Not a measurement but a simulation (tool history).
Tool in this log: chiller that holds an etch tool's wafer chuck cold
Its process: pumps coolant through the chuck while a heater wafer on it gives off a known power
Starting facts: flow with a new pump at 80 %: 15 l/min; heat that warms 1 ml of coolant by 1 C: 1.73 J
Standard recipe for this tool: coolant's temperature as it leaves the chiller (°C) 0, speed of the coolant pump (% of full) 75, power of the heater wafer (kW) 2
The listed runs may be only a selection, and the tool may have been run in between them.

run	day	coolant's temperature as it leaves the chiller (°C)	speed of the coolant pump (% of full)	power of the heater wafer (kW)	chuck's temperature once it has settled (°C)	how much warmer the coolant comes back (C)
1	0	0	75	2	13.5	5.37
2	2.2	0	75	2	13.3	5.31
3	4.479	0	75	2	13.1	5.37
4	7.333	0	75	2	13.4	5.32
5	8.875	0	75	2	13.4	5.39
6	10.45	0	75	2	13.6	5.33
7	12.896	0	75	2	13.4	5.31
8	15.617	6	75	2	19.6	5.33
9	18.079	6	75	2	19.5	5.38
10	20.262	0	75	2	13.7	5.29
11	22.558	0	75	2	13.6	5.4
12	25.638	0	75	2	13.8	5.28
13	28.612	0	75	2	13.7	5.5
14	31.329	0	75	2	14	5.48
15	32.996	0	75	2	13.8	5.55
16	34.625	0	75	2	13.9	5.53
17	37.75	0	75	2	12.8	4.98
18	41.088	0	68	2.383	16.2	6.4
19	44.354	-1	75	2.547	15.2	6.23
20	46.621	7	89	2.694	22.6	5.58
21	49.379	1	64	2.494	18.9	7.19
22	52.154	1	64	2.494	18.7	7.16
23	54.029	8	75	2	21.1	4.98
24	56.392	8	71	1.287	16.8	3.31
25	59.242	-3	94	2.876	13	5.75
26	60.642	-3	94	2.876	12.9	5.71
27	62.642	-3	94	2.876	13	5.69
28	65.608	0	70	2	13.6	5.32
29	67.596	0	65	2.976	21.2	8.57
30	69.067	0	65	1.576	11.4	4.5
31	71.029	-6	68	2	7.9	5.5
32	74.225	1	68	2.196	16.2	5.98
33	75.85	-4	78	2	8.7	4.8

Missing from the log above: 2 entries noted between runs. For each, name the pair of listed runs it sits between and say how the tool's hidden condition differs from the listed run just before to the listed run just after:
After run 12, before run 13: coolant pump overhauled (day 26.004)
  heat passed by the chuck's channels, % of clean ones': 95.6 -> 95.5; flow at a given pump speed, % of a new pump's: 91.7 -> 89.8
  measured minus no-state result, chuck's temperature once it has settled (°C): +1.3 -> +1.5; how much warmer the coolant comes back (C): +0.45 -> +0.56
After run 16, before run 17: coolant pump overhauled, once more (day 36.062)
  heat passed by the chuck's channels, % of clean ones': 95.4 -> 95.3; flow at a given pump speed, % of a new pump's: 89.6 -> 100.4; coolant's true temperature over the reading, C: 0.03 -> 0.04
  measured minus no-state result, chuck's temperature once it has settled (°C): +1.5 -> +0.4; how much warmer the coolant comes back (C): +0.57 -> -0.02
